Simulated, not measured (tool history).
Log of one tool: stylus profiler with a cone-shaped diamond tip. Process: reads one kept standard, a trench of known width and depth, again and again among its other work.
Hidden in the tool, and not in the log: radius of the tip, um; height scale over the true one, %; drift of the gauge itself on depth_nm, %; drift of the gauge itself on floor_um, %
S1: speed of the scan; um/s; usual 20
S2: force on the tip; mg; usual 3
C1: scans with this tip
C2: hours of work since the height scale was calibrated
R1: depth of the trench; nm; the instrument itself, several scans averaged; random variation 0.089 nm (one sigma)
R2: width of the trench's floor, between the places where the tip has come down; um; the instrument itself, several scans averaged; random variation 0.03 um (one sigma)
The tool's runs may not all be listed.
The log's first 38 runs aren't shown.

| run | hour | S1 | S2 | C1 | C2 | R1 | R2 |
|---|---|---|---|---|---|---|---|
| 39 | 712.1 | 9 | 5.41 | 4797 | 749 | 204.73 | 27.1 |
| 40 | 738.1 | 9 | 2.81 | 4894 | 765 | 202.86 | 27.14 |
| 41 | 757.3 | 38 | 3.65 | 4965 | 776 | 203.59 | 26.96 |
| 42 | 773 | 67 | 1.25 | 5024 | 785 | 201.64 | 26.77 |
| 43 | 786.8 | 25 | 7.06 | 5075 | 793 | 205.68 | 27.11 |
| 44 | 798 | 25 | 7.06 | 5117 | 799 | 205.73 | 27.1 |
| 45 | 809.7 | 16 | 3.59 | 5160 | 806 | 203.58 | 27.15 |
| 46 | 825.7 | 43 | 1.4 | 5220 | 816 | 201.83 | 26.88 |
| 47 | 836.9 | 43 | 1.4 | 5261 | 822 | 201.73 | 26.92 |

3 ways to go on from here, each from the tool as it stands after run 47. What would each give?
| A | 861.5 | 12 | 5.78 | 5353 | 836 | ? | ? |
| B | 861.5 | 43 | 4.48 | 5353 | 836 | ? | ? |
| C | 861.5 | 50 | 3.68 | 5353 | 836 | ? | ? |

| run | R1 | R2 |
|---|---|---|
| A | 204.91 | 27.15 |
| B | 204.13 | 27.05 |
| C | 203.68 | 27.02 |
Without the tool's hidden state the same runs would have given:
| run | R1 | R2 |
|---|---|---|
| A | 204.91 | 27.18 |
| B | 204.13 | 27.07 |
| C | 203.68 | 27.04 |
